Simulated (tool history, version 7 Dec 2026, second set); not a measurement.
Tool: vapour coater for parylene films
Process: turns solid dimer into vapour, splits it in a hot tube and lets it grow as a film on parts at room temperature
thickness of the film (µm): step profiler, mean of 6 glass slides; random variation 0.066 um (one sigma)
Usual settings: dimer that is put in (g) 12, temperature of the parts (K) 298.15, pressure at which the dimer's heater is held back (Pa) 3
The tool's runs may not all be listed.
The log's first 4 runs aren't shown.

run     day  dimer that is put in (g)  temperature of the parts (K)  pressure at which the dimer's heater is held back (Pa)  hours of work since the trap's valve was overhauled  hours of work since the table's thermometer was calibrated  thickness of the film (µm)
  5   4.979                        12                        298.15                                                    3.03                                                  478                                                         189                        7.87
  6   5.746                        12                        298.15                                                       3                                                  492                                                         202                        7.96
  7   7.392                        12                        298.15                                                       3                                                  521                                                         231                        7.86
  8   8.538                        12                        298.15                                                       3                                                  541                                                         252                        7.79
  9  10.317                        12                        298.15                                                       3                                                  573                                                         283                         7.9
 10  11.546                        12                        298.15                                                       3                                                  595                                                         305                        7.94
 11   12.55                        12                        298.15                                                    3.01                                                  613                                                         323                         7.9
 12   13.55                        12                        298.15                                                    3.01                                                  630                                                         341                        7.77
 13  14.312                        12                        298.15                                                       3                                                  644                                                         354                        7.86
     15.442  -- trap's valve overhauled
 14  15.733                        12                        298.15                                                       3                                                    5                                                         377                        7.94
 15  17.321                        12                        298.15                                                       3                                                   33                                                         405                        7.79
 16  18.979                        12                        298.15                                                       3                                                   63                                                         434                        7.98
 17  19.946                        12                        298.15                                                    7.18                                                   80                                                         451                        6.88
 18  21.096                        12                        298.15                                                    7.18                                                  100                                                         472                        6.85
 19  22.529                        12                        298.15                                                    7.18                                                  126                                                         497                        6.87
 20  24.325                        12                        298.15                                                       3                                                  158                                                         529                        7.82
 21  25.504                        12                        298.15                                                    5.51                                                  179                                                         550                        7.17
 22  27.304                         6                        309.15                                                    5.51                                                  211                                                         582                        3.02
 23    28.6                        12                        290.15                                                       3                                                  234                                                         605                        8.95
 24  29.771                        13                        291.15                                                    9.08                                                  255                                                         626                        7.98

Forecast run 25:
 25  30.917                        12                        301.15                                                    3.83                                                  275                                                         646                           ?

Run 25 gave thickness of the film (µm) 7.15.
Without the tool's hidden state the same run would have given thickness of the film (µm) 7.16.

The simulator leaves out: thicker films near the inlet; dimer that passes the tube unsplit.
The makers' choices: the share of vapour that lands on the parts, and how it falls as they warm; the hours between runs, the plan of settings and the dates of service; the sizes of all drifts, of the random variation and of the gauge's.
